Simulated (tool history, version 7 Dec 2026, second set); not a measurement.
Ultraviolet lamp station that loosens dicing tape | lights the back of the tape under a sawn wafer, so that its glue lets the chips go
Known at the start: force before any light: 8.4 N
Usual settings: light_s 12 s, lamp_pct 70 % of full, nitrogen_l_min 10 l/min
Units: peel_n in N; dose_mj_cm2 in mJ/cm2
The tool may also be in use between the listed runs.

| run | hour | light_s | lamp_pct | nitrogen_l_min | peel_n | dose_mj_cm2 |
|---|---|---|---|---|---|---|
| 1 | 0.0 | 12 | 70 | 10 | 0.521 | 348 |
| 2 | 21.2 | 12 | 70 | 10 | 0.534 | 351 |
| 3 | 60.5 | 12 | 70 | 10 | 0.532 | 351 |
| 4 | 81.5 | 12 | 70 | 10 | 0.531 | 353 |
| 5 | 124.8 | 12 | 68 | 10 | 0.558 | 341 |
| 6 | 156.9 | 12 | 70 | 10 | 0.502 | 351 |
| 7 | 177.7 | 8 | 98 | 11 | 0.576 | 327 |
| 8 | 215.5 | 16 | 88 | 10 | 0.259 | 581 |
| 9 | 264.4 | 16 | 88 | 10 | 0.261 | 592 |
| 10 | 305.1 | 16 | 88 | 10 | 0.247 | 592 |
| 11 | 336.1 | 9 | 88 | 4 | 1.032 | 333 |

5 ways to go on from here, each from the tool as it stands after run 11. What would each give?
| A | 367.8 | 12 | 78 | 10 | ? | ? |
| B | 367.8 | 9 | 70 | 10 | ? | ? |
| C | 367.8 | 9 | 94 | 4 | ? | ? |
| D | 367.8 | 16 | 70 | 10 | ? | ? |
| E | 367.8 | 19 | 73 | 5 | ? | ? |

| run | peel_n | dose_mj_cm2 |
|---|---|---|
| A | 0.412 | 393 |
| B | 0.915 | 257 |
| C | 0.912 | 353 |
| D | 0.323 | 466 |
| E | 0.330 | 573 |
Without the tool's hidden state the same runs would have given:
| run | peel_n | dose_mj_cm2 |
|---|---|---|
| A | 0.409 | 395 |
| B | 0.907 | 258 |
| C | 0.904 | 355 |
| D | 0.321 | 468 |
| E | 0.328 | 576 |
